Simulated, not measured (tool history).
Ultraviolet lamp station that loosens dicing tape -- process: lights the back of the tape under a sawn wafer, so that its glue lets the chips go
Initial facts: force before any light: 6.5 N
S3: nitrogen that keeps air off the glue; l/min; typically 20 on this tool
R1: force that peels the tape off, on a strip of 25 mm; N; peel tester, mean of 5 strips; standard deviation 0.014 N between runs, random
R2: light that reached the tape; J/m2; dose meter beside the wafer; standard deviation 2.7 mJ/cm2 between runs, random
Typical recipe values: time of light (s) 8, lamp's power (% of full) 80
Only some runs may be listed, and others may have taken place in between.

Run 1, hour 0.0: usual settings. Result: R1 0.820 N, R2 3280 J/m2.
Run 2, hour 5.3: usual settings but lamp's power (% of full) 72. Result: R1 0.988 N, R2 2920 J/m2.
Run 3, hour 12.2: usual settings but lamp's power (% of full) 91. Result: R1 0.659 N, R2 3720 J/m2.
Run 4, hour 19.6: usual settings but time of light (s) 5. Result: R1 1.690 N, R2 2020 J/m2.
Run 5, hour 24.7: usual settings but time of light (s) 5. Result: R1 1.658 N, R2 1990 J/m2.
Run 6, hour 34.4: usual settings but time of light (s) 5. Result: R1 1.654 N, R2 2010 J/m2.
Run 7, hour 44.5: usual settings but time of light (s) 5. Result: R1 1.685 N, R2 1990 J/m2.
Run 8, hour 52.8: usual settings but time of light (s) 5. Result: R1 1.671 N, R2 2010 J/m2.
Run 9, hour 61.8: usual settings but time of light (s) 5. Result: R1 1.745 N, R2 2040 J/m2.
Run 10, hour 71.2: usual settings but time of light (s) 5. Result: R1 1.695 N, R2 1970 J/m2.
Run 11, hour 81.4: usual settings but time of light (s) 5. Result: R1 1.664 N, R2 1960 J/m2.
Run 12, hour 87.5: usual settings. Result: R1 0.889 N, R2 3130 J/m2.
Run 13, hour 92.5: usual settings. Result: R1 0.853 N, R2 3160 J/m2.
Run 14, hour 103.7: usual settings. Result: R1 0.874 N, R2 3100 J/m2.
Run 15, hour 112.6: usual settings. Result: R1 0.866 N, R2 3150 J/m2.
Run 16, hour 122.4: usual settings. Result: R1 0.910 N, R2 3140 J/m2.
Run 17, hour 132.0: usual settings. Result: R1 0.881 N, R2 3070 J/m2.
Run 18, hour 137.8: usual settings. Result: R1 0.847 N, R2 3070 J/m2.
Run 19, hour 149.2: usual settings. Result: R1 0.891 N, R2 3070 J/m2.
Run 20, hour 156.0: usual settings. Result: R1 0.914 N, R2 3080 J/m2.
Run 21, hour 162.1: usual settings but time of light (s) 12. Result: R1 0.447 N, R2 4690 J/m2.
Run 22, hour 172.9: usual settings but time of light (s) 6, S3 8 l/min. Result: R1 1.805 N, R2 2320 J/m2.
Run 23, hour 180.7: usual settings but time of light (s) 13, lamp's power (% of full) 97, S3 7 l/min. Result: R1 0.417 N, R2 6000 J/m2.
Run 24, hour 187.8: usual settings but time of light (s) 5, lamp's power (% of full) 79, S3 13 l/min. Result: R1 1.999 N, R2 1890 J/m2.
Run 25, hour 198.4: usual settings but time of light (s) 4, S3 17 l/min. Result: R1 2.395 N, R2 1510 J/m2.
Run 26, hour 204.1: usual settings but time of light (s) 12, S3 17 l/min. Result: R1 0.476 N, R2 4470 J/m2.
Run 27, hour 210.6: usual settings but time of light (s) 4, S3 22 l/min. Result: R1 2.352 N, R2 1480 J/m2.
Run 28, hour 219.6: usual settings but time of light (s) 10, lamp's power (% of full) 61, S3 35 l/min. Result: R1 0.905 N, R2 2860 J/m2.
Run 29, hour 228.5: usual settings but time of light (s) 6, lamp's power (% of full) 76, S3 8 l/min. Result: R1 1.924 N, R2 2110 J/m2.
At hour 236.0: window cleaned of glue's vapour.
Run 30, hour 238.1: usual settings but time of light (s) 5, S3 27 l/min. Result: R1 1.556 N, R2 2030 J/m2.
Run 31, hour 246.3: usual settings but time of light (s) 5, lamp's power (% of full) 96, S3 27 l/min. Result: R1 1.239 N, R2 2450 J/m2.
Run 32, hour 256.4: usual settings but time of light (s) 5, lamp's power (% of full) 96, S3 27 l/min. Result: R1 1.256 N, R2 2400 J/m2.
Run 33, hour 265.7: usual settings but S3 7 l/min. Result: R1 1.131 N, R2 3220 J/m2.
Run 34, hour 276.8: usual settings but time of light (s) 9, lamp's power (% of full) 98, S3 10 l/min. Result: R1 0.600 N, R2 4450 J/m2.
Run 35, hour 284.8: usual settings but time of light (s) 9, lamp's power (% of full) 98, S3 10 l/min. Result: R1 0.597 N, R2 4390 J/m2.
Run 36, hour 291.1: usual settings but lamp's power (% of full) 89. Result: R1 0.699 N, R2 3560 J/m2.
Run 37, hour 297.7: usual settings but time of light (s) 6, lamp's power (% of full) 65, S3 19 l/min. Result: R1 1.785 N, R2 1980 J/m2.
Run 38, hour 303.2: usual settings but time of light (s) 5, S3 9 l/min. Result: R1 2.036 N, R2 1980 J/m2.
Run 39, hour 312.4: usual settings but time of light (s) 7, lamp's power (% of full) 70, S3 6 l/min. Result: R1 1.837 N, R2 2370 J/m2.
Run 40, hour 322.5: usual settings but time of light (s) 15, lamp's power (% of full) 88, S3 7 l/min. Result: R1 0.344 N, R2 6450 J/m2.

What if the next run were any one of these 4? Each begins from the tool's condition after run 40:
Run A, hour 331.2: usual settings but time of light (s) 12, lamp's power (% of full) 79. Result: R1 ?, R2 ?.
Run B, hour 331.2: usual settings but time of light (s) 15, lamp's power (% of full) 70, S3 7 l/min. Result: R1 ?, R2 ?.
Run C, hour 331.2: usual settings but time of light (s) 15, lamp's power (% of full) 63, S3 7 l/min. Result: R1 ?, R2 ?.
Run D, hour 331.2: usual settings but time of light (s) 15, lamp's power (% of full) 72, S3 12 l/min. Result: R1 ?, R2 ?.

run     R1    R2
  A  0.451  4650
  B  0.548  5180
  C  0.641  4670
  D  0.412  5290
Take away the tool's hidden state, keep each run's random variation, and the runs would have read:
run     R1    R2
  A  0.363  5360
  B  0.432  5960
  C  0.500  5380
  D  0.335  6090

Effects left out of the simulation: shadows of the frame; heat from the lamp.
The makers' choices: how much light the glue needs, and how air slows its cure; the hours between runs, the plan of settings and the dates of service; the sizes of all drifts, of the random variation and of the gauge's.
